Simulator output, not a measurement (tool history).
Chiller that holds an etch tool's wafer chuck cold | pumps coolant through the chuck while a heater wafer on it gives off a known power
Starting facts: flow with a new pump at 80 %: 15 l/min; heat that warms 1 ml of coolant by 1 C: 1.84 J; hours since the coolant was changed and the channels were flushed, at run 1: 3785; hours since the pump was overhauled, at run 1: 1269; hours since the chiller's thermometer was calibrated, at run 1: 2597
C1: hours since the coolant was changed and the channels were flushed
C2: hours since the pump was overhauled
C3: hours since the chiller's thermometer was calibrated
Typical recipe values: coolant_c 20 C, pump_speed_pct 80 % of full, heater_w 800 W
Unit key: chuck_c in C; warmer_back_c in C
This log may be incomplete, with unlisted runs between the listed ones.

run 1 hour=0 | coolant_c=20 pump_speed_pct=80 heater_w=800 | C1=3785 C2=1269 C3=2597 | chuck_c=25.69 warmer_back_c=1.74
run 2 hour=50.2 | coolant_c=20 pump_speed_pct=80 heater_w=620 | C1=3835 C2=1320 C3=2647 | chuck_c=24.53 warmer_back_c=1.4
run 3 hour=104.1 | coolant_c=20 pump_speed_pct=80 heater_w=620 | C1=3889 C2=1374 C3=2701 | chuck_c=24.4 warmer_back_c=1.42
run 4 hour=137.4 | coolant_c=20 pump_speed_pct=80 heater_w=620 | C1=3922 C2=1407 C3=2734 | chuck_c=24.35 warmer_back_c=1.38
run 5 hour=173.4 | coolant_c=20 pump_speed_pct=80 heater_w=800 | C1=3958 C2=1443 C3=2770 | chuck_c=25.67 warmer_back_c=1.84
run 6 hour=223.2 | coolant_c=17 pump_speed_pct=80 heater_w=800 | C1=4008 C2=1493 C3=2820 | chuck_c=22.62 warmer_back_c=1.79
run 7 hour=252.5 | coolant_c=20 pump_speed_pct=89 heater_w=800 | C1=4037 C2=1522 C3=2850 | chuck_c=25.38 warmer_back_c=1.57
run 8 hour=300.5 | coolant_c=20 pump_speed_pct=80 heater_w=533 | C1=4085 C2=1570 C3=2898 | chuck_c=23.79 warmer_back_c=1.18
run 9 hour=350.8 | coolant_c=20 pump_speed_pct=80 heater_w=800 | C1=4136 C2=1620 C3=2948 | chuck_c=25.63 warmer_back_c=1.78
run 10 hour=394.1 | coolant_c=20 pump_speed_pct=80 heater_w=800 | C1=4179 C2=1664 C3=2991 | chuck_c=25.72 warmer_back_c=1.78
run 11 hour=419.1 | coolant_c=20 pump_speed_pct=80 heater_w=800 | C1=4204 C2=1689 C3=3016 | chuck_c=25.63 warmer_back_c=1.78
run 12 hour=456.5 | coolant_c=20 pump_speed_pct=80 heater_w=800 | C1=4241 C2=1726 C3=3054 | chuck_c=25.72 warmer_back_c=1.73
run 13 hour=494.8 | coolant_c=20 pump_speed_pct=80 heater_w=800 | C1=4280 C2=1764 C3=3092 | chuck_c=25.66 warmer_back_c=1.81
run 14 hour=521.2 | coolant_c=20 pump_speed_pct=80 heater_w=939 | C1=4306 C2=1791 C3=3118 | chuck_c=26.69 warmer_back_c=2.11
run 15 hour=561.2 | coolant_c=20 pump_speed_pct=80 heater_w=939 | C1=4346 C2=1831 C3=3158 | chuck_c=26.72 warmer_back_c=2.14
run 16 hour=619.5 | coolant_c=20 pump_speed_pct=80 heater_w=939 | C1=4404 C2=1889 C3=3217 | chuck_c=26.69 warmer_back_c=2.14
run 17 hour=658.7 | coolant_c=21 pump_speed_pct=82 heater_w=800 | C1=4444 C2=1928 C3=3256 | chuck_c=26.63 warmer_back_c=1.78
-- hour=663.5 chiller's thermometer calibrated
run 18 hour=684 | coolant_c=21 pump_speed_pct=82 heater_w=800 | C1=4468 C2=1953 C3=21 | chuck_c=26.56 warmer_back_c=1.72
run 19 hour=721.3 | coolant_c=21 pump_speed_pct=82 heater_w=800 | C1=4505 C2=1990 C3=58 | chuck_c=26.55 warmer_back_c=1.76
run 20 hour=768.1 | coolant_c=21 pump_speed_pct=66 heater_w=462 | C1=4552 C2=2037 C3=105 | chuck_c=24.55 warmer_back_c=1.32
run 21 hour=793.8 | coolant_c=20 pump_speed_pct=80 heater_w=815 | C1=4578 C2=2062 C3=130 | chuck_c=25.65 warmer_back_c=1.9
run 22 hour=840.4 | coolant_c=14 pump_speed_pct=87 heater_w=1107 | C1=4624 C2=2109 C3=177 | chuck_c=21.57 warmer_back_c=2.32
run 23 hour=884 | coolant_c=14 pump_speed_pct=72 heater_w=871 | C1=4668 C2=2152 C3=221 | chuck_c=20.59 warmer_back_c=2.27

Run 24 has not been measured yet. What should we expect?
run 24 hour=930.3 | coolant_c=14 pump_speed_pct=80 heater_w=615 | C1=4714 C2=2199 C3=267 | chuck_c=? warmer_back_c=?

Run 24 gave chuck_c 18.33 C, warmer_back_c 1.42 C.
Take away the tool's hidden state, keep the run-to-run variation as it was, and the same run would have given chuck_c 18.32 C, warmer_back_c 1.37 C.
